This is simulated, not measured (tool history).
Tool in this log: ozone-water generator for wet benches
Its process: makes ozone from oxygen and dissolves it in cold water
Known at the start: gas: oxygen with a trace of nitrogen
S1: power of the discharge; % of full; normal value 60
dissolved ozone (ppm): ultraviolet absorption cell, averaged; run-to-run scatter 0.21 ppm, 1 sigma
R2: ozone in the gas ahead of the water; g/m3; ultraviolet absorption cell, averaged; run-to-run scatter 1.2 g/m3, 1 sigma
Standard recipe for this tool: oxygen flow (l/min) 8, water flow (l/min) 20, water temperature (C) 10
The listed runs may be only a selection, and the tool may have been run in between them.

Run 1, hour 0: usual settings. Result: dissolved ozone (ppm) 29.3, R2 215.9 g/m3.
Run 2, hour 36.3: usual settings. Result: dissolved ozone (ppm) 29, R2 213.2 g/m3.
Run 3, hour 51.7: usual settings. Result: dissolved ozone (ppm) 29.3, R2 216.4 g/m3.
Run 4, hour 87.7: usual settings. Result: dissolved ozone (ppm) 29, R2 215.8 g/m3.
Run 5, hour 104.3: usual settings. Result: dissolved ozone (ppm) 29.4, R2 214.6 g/m3.
Run 6, hour 120.2: usual settings but water flow (l/min) 22. Result: dissolved ozone (ppm) 27.1, R2 214.1 g/m3.
Run 7, hour 141.7: usual settings but S1 45 % of full, oxygen flow (l/min) 4.16, water flow (l/min) 32, water temperature (C) 15. Result: dissolved ozone (ppm) 13, R2 223.8 g/m3.
Run 8, hour 174.5: usual settings but S1 45 % of full, oxygen flow (l/min) 7.82, water flow (l/min) 32, water temperature (C) 15. Result: dissolved ozone (ppm) 15.5, R2 173.2 g/m3.

Run 9 comes next. What will it give?
Run 9, hour 212.8: usual settings but S1 45 % of full, oxygen flow (l/min) 7.82, water flow (l/min) 32, water temperature (C) 15. Result: dissolved ozone (ppm) ?, R2 ?.

dissolved ozone (ppm): 15.4
R2: 173.4 g/m3
Minus the tool's unlogged condition, the same run would have read dissolved ozone (ppm) 16.3, R2 176.3 g/m3.
